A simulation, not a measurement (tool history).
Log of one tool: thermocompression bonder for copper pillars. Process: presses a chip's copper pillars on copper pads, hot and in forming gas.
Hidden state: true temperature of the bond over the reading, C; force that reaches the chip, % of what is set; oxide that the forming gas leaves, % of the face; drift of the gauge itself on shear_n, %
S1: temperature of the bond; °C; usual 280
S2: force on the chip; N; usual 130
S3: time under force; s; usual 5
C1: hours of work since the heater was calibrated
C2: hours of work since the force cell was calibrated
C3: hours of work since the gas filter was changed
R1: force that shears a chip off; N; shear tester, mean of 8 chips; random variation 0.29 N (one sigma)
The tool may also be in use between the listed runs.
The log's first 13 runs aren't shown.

run 14 hour=446.4 | S1=280 S2=130 S3=5 | C1=401 C2=576 C3=276 | R1=25
run 15 hour=475.9 | S1=280 S2=130 S3=5 | C1=420 C2=595 C3=295 | R1=24.5
-- hour=485.3 forming gas filter changed
run 16 hour=501.7 | S1=280 S2=130 S3=12 | C1=436 C2=611 C3=11 | R1=36.9
run 17 hour=525.1 | S1=280 S2=130 S3=12 | C1=452 C2=626 C3=26 | R1=36.6
run 18 hour=553.7 | S1=259 S2=130 S3=5 | C1=470 C2=645 C3=44 | R1=18.4
run 19 hour=597 | S1=259 S2=130 S3=5 | C1=498 C2=673 C3=72 | R1=17.9
-- hour=629.3 heater calibrated with a thermocouple chip
run 20 hour=636.5 | S1=280 S2=187 S3=5 | C1=5 C2=697 C3=96 | R1=41.8
run 21 hour=671.1 | S1=280 S2=113 S3=9 | C1=27 C2=719 C3=119 | R1=32.4
run 22 hour=691.1 | S1=280 S2=159 S3=3 | C1=40 C2=732 C3=131 | R1=28.8
run 23 hour=733 | S1=268 S2=178 S3=5 | C1=67 C2=759 C3=158 | R1=32.5
run 24 hour=759.3 | S1=268 S2=178 S3=5 | C1=84 C2=776 C3=175 | R1=32.3
run 25 hour=778.2 | S1=256 S2=175 S3=3 | C1=96 C2=788 C3=188 | R1=21.4
run 26 hour=815.5 | S1=256 S2=175 S3=3 | C1=120 C2=812 C3=212 | R1=21.5
run 27 hour=845.9 | S1=256 S2=175 S3=3 | C1=140 C2=832 C3=231 | R1=21.4
run 28 hour=878.3 | S1=256 S2=175 S3=3 | C1=161 C2=853 C3=252 | R1=20.6
run 29 hour=916.5 | S1=253 S2=90 S3=12 | C1=185 C2=877 C3=277 | R1=17.9
run 30 hour=937.9 | S1=271 S2=135 S3=7 | C1=199 C2=891 C3=291 | R1=28
-- hour=952.3 forming gas filter changed
-- hour=957.7 force cell calibrated
run 31 hour=958.4 | S1=271 S2=135 S3=7 | C1=211 C2=0 C3=3 | R1=28.8
run 32 hour=993.9 | S1=300 S2=123 S3=5 | C1=234 C2=23 C3=26 | R1=33.7
run 33 hour=1016.7 | S1=300 S2=123 S3=5 | C1=249 C2=38 C3=41 | R1=33.4
run 34 hour=1049.1 | S1=296 S2=79 S3=4 | C1=270 C2=59 C3=62 | R1=19.3

Forecast run 35:
run 35 hour=1087.9 | S1=296 S2=79 S3=4 | C1=295 C2=84 C3=87 | R1=?

Run 35 gave R1 18.5 N.
Without the tool's hidden state the same run would have given R1 21 N.
